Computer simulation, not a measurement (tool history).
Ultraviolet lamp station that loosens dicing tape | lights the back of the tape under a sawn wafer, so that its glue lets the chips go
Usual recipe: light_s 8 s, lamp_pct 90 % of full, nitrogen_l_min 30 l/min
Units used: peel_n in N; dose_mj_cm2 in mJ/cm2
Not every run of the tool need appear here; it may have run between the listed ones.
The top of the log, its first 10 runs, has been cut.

run    hour  light_s  lamp_pct  nitrogen_l_min  hours of work of the lamp  hours of work since the window was cleaned  peel_n  dose_mj_cm2
      348.1  -- window cleaned of glue's vapour
 11   364.1        9        90              16                       1078                                          10   1.182          412
 12   393.6        8        90              43                       1097                                          28   0.599          364
 13   413.7        8        90              17                       1109                                          41   1.367          360
 14   459.4        8        90              17                       1138                                          70   1.357          367
 15   507.2        8        90              14                       1168                                          99    1.59          363
 16     532        8        83              30                       1183                                         115   0.958          333
 17   570.1        8        83              30                       1207                                         139   0.991          336
 18   601.3        8        90              33                       1226                                         158    0.76          368
 19   642.6        8        90              30                       1252                                         184   0.834          361
 20   665.7        8        90              30                       1267                                         198   0.843          363
      696.5  -- window cleaned of glue's vapour
 21     705        8        90              30                       1291                                           5   0.832          364
 22   735.2        8        90              30                       1310                                          24   0.827          363
        764  -- lamp changed
 23     767        8        74              13                          2                                          43   2.257          302
 24     810        8        66              17                         29                                          70   2.233          267
 25     858       10        94              53                         59                                         100   0.244          476
 26     891        6        67              30                         79                                         121   2.307          207
 27     930        6        67              30                        104                                         145   2.342          202
 28   963.7        9        75              18                        125                                         166   1.454          341
 29     995        5        75              20                        144                                         186   3.147          190
 30  1021.6        8        90              16                        161                                         202    1.38          361
     1047.3  -- window cleaned of glue's vapour
 31  1069.4        6        69              23                        190                                          14   2.658          208
 32  1089.5        6        75              19                        203                                          26   2.569          227
 33  1113.2       13        98              30                        218                                          41   0.204          650

Run 34 comes next. What will it give?
 34  1144.7        8        92              30                        237                                          61       ?            ?

{"run 34": {"peel_n": 0.797, "dose_mj_cm2": 367}}
The same run, on a tool lacking any hidden state, would have yielded peel_n 0.795 N, dose_mj_cm2 367 mJ/cm2.

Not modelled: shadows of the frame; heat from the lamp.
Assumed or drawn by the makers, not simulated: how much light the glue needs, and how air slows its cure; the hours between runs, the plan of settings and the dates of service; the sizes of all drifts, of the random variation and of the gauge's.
